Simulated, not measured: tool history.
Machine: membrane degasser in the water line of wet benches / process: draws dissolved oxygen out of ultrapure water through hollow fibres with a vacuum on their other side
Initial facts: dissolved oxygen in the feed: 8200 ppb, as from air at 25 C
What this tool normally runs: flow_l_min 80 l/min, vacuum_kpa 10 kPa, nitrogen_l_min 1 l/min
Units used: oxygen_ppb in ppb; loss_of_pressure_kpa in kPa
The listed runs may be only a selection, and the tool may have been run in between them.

run   hour  flow_l_min  vacuum_kpa  nitrogen_l_min  oxygen_ppb  loss_of_pressure_kpa
  1      0          80          10               1       847.8                 46.81
  2   37.8          70          10               1       778.4                 41.66
  3   82.1          70          10               1       778.1                 41.33
  4  146.2          70          10               1       777.1                 41.31
  5  186.1          70          10               1       778.3                 41.21
  6  241.9          90          10               1       915.6                 53.13
     247.1  -- vacuum gauge calibrated
  7    286          90          10               1         918                 53.05
  8    352          90          10               1       917.1                 52.95
  9  385.3          77          10               1       830.1                 45.48
 10  441.9          77        15.9               1      1449.4                 45.67
       490  -- vacuum gauge calibrated, once more
 11  501.1          77        15.9               1      1444.5                 45.49
 12  534.5         107        10.8            1.69       814.5                 63.29
 13  565.6         103        17.6            1.88      1300.7                 61.17
 14    630         103        17.6            1.88      1303.3                 61.01
 15  665.1         103          17            2.64         992                 61.31

For some of the steps in oxygen_ppb from one run to the next: how much would appear even if the tool had no hidden state, given the settings, what came in and random variation, and how much remains for the hidden state plus any gauge scatter that the measured result and the result without hidden state don't share?
Hidden conditions of the tool in this case: membrane still open, %; true pressure behind the membrane over the reading, kPa; air that leaks in behind the membrane, l/min; drift of the gauge itself on oxygen_ppb, %; drift of the gauge itself on loss_of_pressure_kpa, %.
Run 10 -> 11: vacuum gauge calibrated, once more. oxygen_ppb -4.9 ppb: hidden state -3, all else -1.9.
Run 11 -> 12: flow_l_min 77 -> 107, vacuum_kpa 15.9 -> 10.8, nitrogen_l_min 1 -> 1.69. oxygen_ppb -630 ppb: hidden state +1.9, all else -631.9.
